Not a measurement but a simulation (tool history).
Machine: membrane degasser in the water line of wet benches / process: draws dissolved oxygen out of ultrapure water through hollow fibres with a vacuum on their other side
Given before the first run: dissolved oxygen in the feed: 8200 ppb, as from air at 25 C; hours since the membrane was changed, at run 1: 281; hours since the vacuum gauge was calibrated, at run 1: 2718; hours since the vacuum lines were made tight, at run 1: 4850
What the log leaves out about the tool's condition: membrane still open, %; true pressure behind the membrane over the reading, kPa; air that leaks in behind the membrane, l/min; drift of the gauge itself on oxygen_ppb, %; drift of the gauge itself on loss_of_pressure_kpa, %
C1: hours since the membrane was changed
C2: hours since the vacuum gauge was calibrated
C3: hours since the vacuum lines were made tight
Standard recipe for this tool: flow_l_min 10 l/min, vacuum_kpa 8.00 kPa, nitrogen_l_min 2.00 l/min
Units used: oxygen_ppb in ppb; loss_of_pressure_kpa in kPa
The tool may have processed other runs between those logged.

Run 1, hour 0.0: usual settings; C1 281; C2 2718; C3 4850. Result: oxygen_ppb 80.3 ppb, loss_of_pressure_kpa 34.85 kPa.
Run 2, hour 96.5: usual settings but nitrogen_l_min 1.36 l/min; C1 378; C2 2814; C3 4947. Result: oxygen_ppb 107.6 ppb, loss_of_pressure_kpa 34.78 kPa.
Run 3, hour 232.3: usual settings but nitrogen_l_min 1.36 l/min; C1 513; C2 2950; C3 5082. Result: oxygen_ppb 104.9 ppb, loss_of_pressure_kpa 34.78 kPa.
Run 4, hour 431.4: usual settings; C1 712; C2 3149; C3 5281. Result: oxygen_ppb 82.1 ppb, loss_of_pressure_kpa 34.74 kPa.
At hour 553.9: vacuum gauge calibrated.
Run 5, hour 560.4: usual settings; C1 841; C2 7; C3 5410. Result: oxygen_ppb 79.9 ppb, loss_of_pressure_kpa 35.08 kPa.
Run 6, hour 712.4: usual settings but vacuum_kpa 8.04 kPa; C1 993; C2 158; C3 5562. Result: oxygen_ppb 81.4 ppb, loss_of_pressure_kpa 34.92 kPa.
Run 7, hour 819.1: usual settings but vacuum_kpa 8.04 kPa; C1 1100; C2 265; C3 5669. Result: oxygen_ppb 81.5 ppb, loss_of_pressure_kpa 34.79 kPa.
Run 8, hour 932.0: usual settings but vacuum_kpa 8.04 kPa; C1 1213; C2 378; C3 5782. Result: oxygen_ppb 81.3 ppb, loss_of_pressure_kpa 34.95 kPa.
Run 9, hour 1131.6: usual settings but vacuum_kpa 8.04 kPa; C1 1412; C2 578; C3 5981. Result: oxygen_ppb 82.4 ppb, loss_of_pressure_kpa 35.15 kPa.
Run 10, hour 1326.5: usual settings; C1 1607; C2 773; C3 6176. Result: oxygen_ppb 80.2 ppb, loss_of_pressure_kpa 34.89 kPa.
Run 11, hour 1418.0: usual settings; C1 1699; C2 864; C3 6268. Result: oxygen_ppb 80.4 ppb, loss_of_pressure_kpa 34.53 kPa.
Run 12, hour 1642.1: usual settings but nitrogen_l_min 2.71 l/min; C1 1923; C2 1088; C3 6492. Result: oxygen_ppb 66.1 ppb, loss_of_pressure_kpa 34.59 kPa.
Run 13, hour 1870.4: usual settings but nitrogen_l_min 2.71 l/min; C1 2151; C2 1317; C3 6720. Result: oxygen_ppb 66.5 ppb, loss_of_pressure_kpa 34.75 kPa.
Run 14, hour 1972.7: usual settings but nitrogen_l_min 2.71 l/min; C1 2253; C2 1419; C3 6822. Result: oxygen_ppb 66.4 ppb, loss_of_pressure_kpa 34.52 kPa.
Run 15, hour 2136.8: usual settings but flow_l_min 12 l/min, vacuum_kpa 6.60 kPa, nitrogen_l_min 1.08 l/min; C1 2417; C2 1583; C3 6986. Result: oxygen_ppb 118.4 ppb, loss_of_pressure_kpa 41.65 kPa.
Run 16, hour 2276.1: usual settings but flow_l_min 12 l/min, vacuum_kpa 6.60 kPa, nitrogen_l_min 1.08 l/min; C1 2557; C2 1722; C3 7126. Result: oxygen_ppb 119.2 ppb, loss_of_pressure_kpa 41.84 kPa.
Run 17, hour 2448.0: usual settings but flow_l_min 12 l/min, vacuum_kpa 6.60 kPa, nitrogen_l_min 1.08 l/min; C1 2729; C2 1894; C3 7298. Result: oxygen_ppb 119.7 ppb, loss_of_pressure_kpa 42.00 kPa.
Run 18, hour 2588.1: usual settings but flow_l_min 16 l/min, nitrogen_l_min 4.90 l/min; C1 2869; C2 2034; C3 7438. Result: oxygen_ppb 91.6 ppb, loss_of_pressure_kpa 55.99 kPa.
Run 19, hour 2717.5: usual settings but flow_l_min 16 l/min, nitrogen_l_min 4.90 l/min; C1 2998; C2 2164; C3 7567. Result: oxygen_ppb 90.6 ppb, loss_of_pressure_kpa 55.88 kPa.
At hour 2946.7: seals of the vacuum lines changed.
Run 20, hour 2946.7: usual settings but flow_l_min 7 l/min, nitrogen_l_min 1.13 l/min; C1 3225; C2 2391; C3 0. Result: oxygen_ppb 82.7 ppb, loss_of_pressure_kpa 24.58 kPa.
Run 21, hour 3170.7: usual settings but flow_l_min 7 l/min, nitrogen_l_min 1.13 l/min; C1 3449; C2 2615; C3 224. Result: oxygen_ppb 82.1 ppb, loss_of_pressure_kpa 24.51 kPa.
Run 22, hour 3386.6: usual settings but flow_l_min 7 l/min, nitrogen_l_min 1.13 l/min; C1 3665; C2 2831; C3 440. Result: oxygen_ppb 81.6 ppb, loss_of_pressure_kpa 24.54 kPa.
Run 23, hour 3594.3: usual settings but flow_l_min 7 l/min, nitrogen_l_min 1.13 l/min; C1 3873; C2 3038; C3 648. Result: oxygen_ppb 81.8 ppb, loss_of_pressure_kpa 24.79 kPa.
Run 24, hour 3770.5: usual settings but flow_l_min 14 l/min, vacuum_kpa 9.22 kPa, nitrogen_l_min 0.85 l/min; C1 4049; C2 3215; C3 824. Result: oxygen_ppb 261.8 ppb, loss_of_pressure_kpa 49.19 kPa.

3 options for the next run, each taken on its own from the tool as it stands now. Forecast them:
At hour 3819.0: vacuum gauge calibrated.
Run A, hour 3896.3: usual settings but flow_l_min 13 l/min, vacuum_kpa 18.47 kPa, nitrogen_l_min 1.10 l/min; C1 4174; C2 77; C3 949. Result: oxygen_ppb ?, loss_of_pressure_kpa ?.
At hour 3819.0: vacuum gauge calibrated.
Run B, hour 3896.3: usual settings; C1 4174; C2 77; C3 949. Result: oxygen_ppb ?, loss_of_pressure_kpa ?.
At hour 3819.0: vacuum gauge calibrated.
Run C, hour 3896.3: usual settings but nitrogen_l_min 1.20 l/min; C1 4174; C2 77; C3 949. Result: oxygen_ppb ?, loss_of_pressure_kpa ?.

run  oxygen_ppb  loss_of_pressure_kpa
  A       435.3                 45.43
  B        80.3                 34.41
  C       118.0                 34.91
With the hidden condition removed and each run's random variation left untouched, the same runs would have given:
run  oxygen_ppb  loss_of_pressure_kpa
  A       435.1                 45.40
  B        80.2                 34.39
  C       117.9                 34.88
